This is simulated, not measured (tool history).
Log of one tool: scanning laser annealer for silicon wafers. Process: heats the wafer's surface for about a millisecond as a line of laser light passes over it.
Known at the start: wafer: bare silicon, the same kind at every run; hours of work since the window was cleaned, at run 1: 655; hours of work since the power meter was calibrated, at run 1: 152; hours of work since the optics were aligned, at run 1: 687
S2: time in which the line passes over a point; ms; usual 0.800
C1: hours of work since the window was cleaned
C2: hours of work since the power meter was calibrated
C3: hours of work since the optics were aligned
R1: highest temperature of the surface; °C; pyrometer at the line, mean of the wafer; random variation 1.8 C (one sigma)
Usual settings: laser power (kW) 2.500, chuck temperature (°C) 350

{"run": 1, "hour": 0.0, "laser power (kW)": 2.5, "S2": 0.8, "chuck temperature (°C)": 350, "C1": 655, "C2": 152, "C3": 687, "R1": 1023}
{"run": 2, "hour": 9.6, "laser power (kW)": 2.5, "S2": 0.8, "chuck temperature (°C)": 350, "C1": 660, "C2": 156, "C3": 691, "R1": 1023}
{"run": 3, "hour": 22.4, "laser power (kW)": 2.5, "S2": 0.733, "chuck temperature (°C)": 350, "C1": 666, "C2": 163, "C3": 698, "R1": 994}
{"run": 4, "hour": 35.1, "laser power (kW)": 2.707, "S2": 0.8, "chuck temperature (°C)": 350, "C1": 672, "C2": 169, "C3": 704, "R1": 1085}
{"hour": 47.6, "done": "window over the wafer cleaned"}
{"run": 5, "hour": 52.9, "laser power (kW)": 2.707, "S2": 0.8, "chuck temperature (°C)": 350, "C1": 3, "C2": 177, "C3": 712, "R1": 1123}
{"run": 6, "hour": 67.5, "laser power (kW)": 2.5, "S2": 0.8, "chuck temperature (°C)": 350, "C1": 10, "C2": 184, "C3": 719, "R1": 1057}
{"run": 7, "hour": 77.1, "laser power (kW)": 2.5, "S2": 0.8, "chuck temperature (°C)": 350, "C1": 14, "C2": 188, "C3": 723, "R1": 1053}
{"run": 8, "hour": 93.2, "laser power (kW)": 2.5, "S2": 0.8, "chuck temperature (°C)": 350, "C1": 22, "C2": 196, "C3": 731, "R1": 1053}
{"run": 9, "hour": 101.7, "laser power (kW)": 2.5, "S2": 0.8, "chuck temperature (°C)": 350, "C1": 26, "C2": 200, "C3": 735, "R1": 1054}
{"run": 10, "hour": 108.8, "laser power (kW)": 2.5, "S2": 0.8, "chuck temperature (°C)": 350, "C1": 30, "C2": 204, "C3": 739, "R1": 1054}
{"run": 11, "hour": 121.2, "laser power (kW)": 2.5, "S2": 0.8, "chuck temperature (°C)": 350, "C1": 36, "C2": 210, "C3": 745, "R1": 1053}
{"run": 12, "hour": 133.8, "laser power (kW)": 2.5, "S2": 0.8, "chuck temperature (°C)": 350, "C1": 42, "C2": 216, "C3": 751, "R1": 1052}
{"run": 13, "hour": 146.5, "laser power (kW)": 2.5, "S2": 0.593, "chuck temperature (°C)": 350, "C1": 48, "C2": 222, "C3": 757, "R1": 956}
{"run": 14, "hour": 153.8, "laser power (kW)": 2.5, "S2": 0.593, "chuck temperature (°C)": 350, "C1": 52, "C2": 226, "C3": 761, "R1": 958}
{"run": 15, "hour": 169.7, "laser power (kW)": 2.5, "S2": 0.95, "chuck temperature (°C)": 350, "C1": 59, "C2": 234, "C3": 768, "R1": 1113}
{"run": 16, "hour": 183.9, "laser power (kW)": 2.5, "S2": 0.581, "chuck temperature (°C)": 350, "C1": 66, "C2": 240, "C3": 775, "R1": 952}
{"run": 17, "hour": 199.6, "laser power (kW)": 2.5, "S2": 0.581, "chuck temperature (°C)": 350, "C1": 74, "C2": 248, "C3": 783, "R1": 952}
{"run": 18, "hour": 207.4, "laser power (kW)": 2.5, "S2": 0.8, "chuck temperature (°C)": 350, "C1": 78, "C2": 252, "C3": 787, "R1": 1051}
{"run": 19, "hour": 216.8, "laser power (kW)": 2.5, "S2": 0.8, "chuck temperature (°C)": 350, "C1": 82, "C2": 256, "C3": 791, "R1": 1050}
{"run": 20, "hour": 224.0, "laser power (kW)": 2.5, "S2": 0.8, "chuck temperature (°C)": 350, "C1": 86, "C2": 260, "C3": 795, "R1": 1050}
{"hour": 228.4, "done": "laser's power meter calibrated"}
{"run": 21, "hour": 241.4, "laser power (kW)": 2.5, "S2": 0.8, "chuck temperature (°C)": 350, "C1": 93, "C2": 6, "C3": 802, "R1": 1050}
{"run": 22, "hour": 251.8, "laser power (kW)": 2.731, "S2": 0.8, "chuck temperature (°C)": 371, "C1": 98, "C2": 11, "C3": 807, "R1": 1141}
{"run": 23, "hour": 258.5, "laser power (kW)": 2.483, "S2": 0.824, "chuck temperature (°C)": 321, "C1": 101, "C2": 15, "C3": 810, "R1": 1024}
{"run": 24, "hour": 274.7, "laser power (kW)": 2.48, "S2": 0.946, "chuck temperature (°C)": 328, "C1": 109, "C2": 23, "C3": 818, "R1": 1079}
{"run": 25, "hour": 286.7, "laser power (kW)": 2.133, "S2": 0.964, "chuck temperature (°C)": 365, "C1": 115, "C2": 28, "C3": 824, "R1": 1008}
{"run": 26, "hour": 300.6, "laser power (kW)": 2.261, "S2": 0.964, "chuck temperature (°C)": 365, "C1": 122, "C2": 35, "C3": 831, "R1": 1047}
{"run": 27, "hour": 307.2, "laser power (kW)": 2.5, "S2": 0.8, "chuck temperature (°C)": 327, "C1": 125, "C2": 38, "C3": 834, "R1": 1027}
{"hour": 320.9, "done": "laser's power meter calibrated, once more"}
{"run": 28, "hour": 322.6, "laser power (kW)": 2.59, "S2": 0.583, "chuck temperature (°C)": 381, "C1": 131, "C2": 1, "C3": 840, "R1": 1001}
{"run": 29, "hour": 332.9, "laser power (kW)": 2.5, "S2": 0.6, "chuck temperature (°C)": 337, "C1": 136, "C2": 6, "C3": 845, "R1": 947}
{"run": 30, "hour": 346.5, "laser power (kW)": 2.5, "S2": 0.6, "chuck temperature (°C)": 337, "C1": 143, "C2": 12, "C3": 852, "R1": 943}
{"run": 31, "hour": 355.5, "laser power (kW)": 2.524, "S2": 0.835, "chuck temperature (°C)": 382, "C1": 147, "C2": 17, "C3": 856, "R1": 1102}
{"run": 32, "hour": 362.9, "laser power (kW)": 2.176, "S2": 0.571, "chuck temperature (°C)": 368, "C1": 151, "C2": 20, "C3": 860, "R1": 879}
{"run": 33, "hour": 373.1, "laser power (kW)": 2.332, "S2": 0.676, "chuck temperature (°C)": 350, "C1": 156, "C2": 25, "C3": 865, "R1": 945}
{"run": 34, "hour": 388.6, "laser power (kW)": 2.332, "S2": 0.676, "chuck temperature (°C)": 350, "C1": 163, "C2": 33, "C3": 872, "R1": 944}
{"run": 35, "hour": 404.5, "laser power (kW)": 2.332, "S2": 0.676, "chuck temperature (°C)": 350, "C1": 171, "C2": 41, "C3": 880, "R1": 947}
{"run": 36, "hour": 417.2, "laser power (kW)": 2.516, "S2": 0.642, "chuck temperature (°C)": 322, "C1": 177, "C2": 47, "C3": 886, "R1": 951}
{"run": 37, "hour": 424.7, "laser power (kW)": 2.162, "S2": 0.624, "chuck temperature (°C)": 323, "C1": 181, "C2": 51, "C3": 890, "R1": 848}
{"run": 38, "hour": 440.9, "laser power (kW)": 2.416, "S2": 0.8, "chuck temperature (°C)": 350, "C1": 189, "C2": 58, "C3": 898, "R1": 1020}
{"run": 39, "hour": 448.2, "laser power (kW)": 2.256, "S2": 0.967, "chuck temperature (°C)": 350, "C1": 192, "C2": 62, "C3": 901, "R1": 1032}
{"run": 40, "hour": 456.7, "laser power (kW)": 2.401, "S2": 0.633, "chuck temperature (°C)": 361, "C1": 196, "C2": 66, "C3": 905, "R1": 953}
{"run": 41, "hour": 463.8, "laser power (kW)": 2.507, "S2": 0.776, "chuck temperature (°C)": 350, "C1": 200, "C2": 70, "C3": 909, "R1": 1035}

Hidden state at the last listed run before each entry between runs and at the first one after, where it differs:
Between runs 4 and 5: window over the wafer cleaned (hour 47.6)
  light that passes the window, % of a clean one's: 95.42 -> 99.79; width of the line over the set one, %: 1.08 -> 1.09
  measured less the result without the state, R1: -45 -> -8 °C
Between runs 20 and 21: laser's power meter calibrated (hour 228.4)
  light that passes the window, % of a clean one's: 99.22 -> 99.18; laser's true power over the reading, %: -0.12 -> -0.18; width of the line over the set one, %: 1.2 -> 1.21
  measured less the result without the state, R1: -12 -> -13 °C
Between runs 27 and 28: laser's power meter calibrated, once more (hour 320.9)
  light that passes the window, % of a clean one's: 98.96 -> 98.92; laser's true power over the reading, %: -0.19 -> 0.05; width of the line over the set one, %: 1.25 -> 1.26
  measured less the result without the state, R1: -14 -> -12 °C

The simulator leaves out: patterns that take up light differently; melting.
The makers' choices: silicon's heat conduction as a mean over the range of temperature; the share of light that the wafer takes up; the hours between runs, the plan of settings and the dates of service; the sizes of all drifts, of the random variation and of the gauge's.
